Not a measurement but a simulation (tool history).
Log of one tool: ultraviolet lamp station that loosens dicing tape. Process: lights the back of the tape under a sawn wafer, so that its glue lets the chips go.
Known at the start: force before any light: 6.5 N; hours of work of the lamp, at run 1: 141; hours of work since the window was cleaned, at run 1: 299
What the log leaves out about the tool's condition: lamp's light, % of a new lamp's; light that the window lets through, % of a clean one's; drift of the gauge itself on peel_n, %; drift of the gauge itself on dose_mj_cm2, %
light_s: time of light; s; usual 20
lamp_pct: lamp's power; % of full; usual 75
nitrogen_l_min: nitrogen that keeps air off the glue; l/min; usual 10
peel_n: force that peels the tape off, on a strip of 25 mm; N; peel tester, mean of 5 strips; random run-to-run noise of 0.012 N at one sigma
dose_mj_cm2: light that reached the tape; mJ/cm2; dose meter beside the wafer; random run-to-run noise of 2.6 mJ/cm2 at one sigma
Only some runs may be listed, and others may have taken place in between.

run    hour  light_s  lamp_pct  nitrogen_l_min  hours of work of the lamp  hours of work since the window was cleaned  peel_n  dose_mj_cm2
  1       0       20        75              10                        141                                         299   0.755          270
  2    29.8       20        75              10                        159                                         316   0.779          273
  3    49.5       18        75              10                        170                                         328   0.958          237
  4      97       18        75              10                        199                                         356   1.029          234
  5     129       18        75              10                        217                                         375   1.067          232
  6   153.4       20        75               5                        232                                         389    1.35          252
  7   193.4       20        75               5                        256                                         413   1.405          246
  8   238.4       35        75               5                        282                                         440   0.544          421
  9   269.6       20        75              10                        301                                         458   0.988          237
      282.8  -- window cleaned of glue's vapour
 10   302.9       20        75              10                        320                                          12   1.141          215
 11   330.6       20        75              10                        336                                          28   1.105          216
 12   364.9       20        75              10                        357                                          49   1.181          213
 13   408.8       20        75              10                        383                                          75   1.247          208
 14   448.5       20        75              10                        406                                          98   1.288          200
 15   492.7       20        75              10                        432                                         124   1.385          200
      501.2  -- window cleaned of glue's vapour, once more
 16   528.8       20        75              10                        453                                          16   0.802          263
 17   552.6       20        75              10                        467                                          30   0.839          263
 18   586.6       20        75              10                        487                                          50   0.866          258
 19   607.7       20        75              14                        500                                          63   0.722          256
 20   648.9       20        75              14                        524                                          87   0.767          251
 21   685.3       20        75              10                        546                                         109   0.904          251
 22   709.5       20        75               7                        560                                         123   1.167          247
 23   756.6       20        64               6                        588                                         151   1.609          202
 24     776       20        68               6                        599                                         162   1.543          213
 25   819.3       15        68               6                        625                                         188   2.282          156
 26   857.4       11        75               7                        647                                         211   2.648          123
 27   879.6       11        75               7                        661                                         224   2.655          125
 28   926.2       27        95              16                        688                                         251   0.339          370
 29   968.5       15        94               7                        713                                         276   1.578          198
 30  1001.7       15        94               7                        733                                         296   1.615          195
 31  1039.5       15        65              10                        755                                         318   2.181          131
 32  1079.7       37        78               3                        779                                         342   0.949          382
 33  1102.6       37        78              12                        792                                         356   0.389          382
 34    1138       27        95              12                        813                                         376   0.503          329
 35    1171       27        99               8                        833                                         396   0.585          336
 36  1214.8       14        75               7                        859                                         422     2.6          126
 37  1261.9       16        75              14                        886                                         450   1.769          143
     1289.7  -- window cleaned of glue's vapour
 38  1289.7       16        75              14                        903                                           0   1.413          170
 39  1311.2       16        75              14                        915                                          13   1.428          168
 40  1351.1       20        94              10                        939                                          36   0.849          256
 41  1381.6       20        94              10                        957                                          54   0.891          254
 42    1419       20        62               6                        979                                          76   2.142          164

Run 43 is up next; what results do you expect?
 43  1446.3       17        94              16                        995                                          93       ?            ?

Run 43 produced peel_n 0.939 N, dose_mj_cm2 208 mJ/cm2.
Take away the tool's hidden state, keep the run-to-run variation as it was, and the same run would have given peel_n 0.36 N, dose_mj_cm2 350 mJ/cm2.
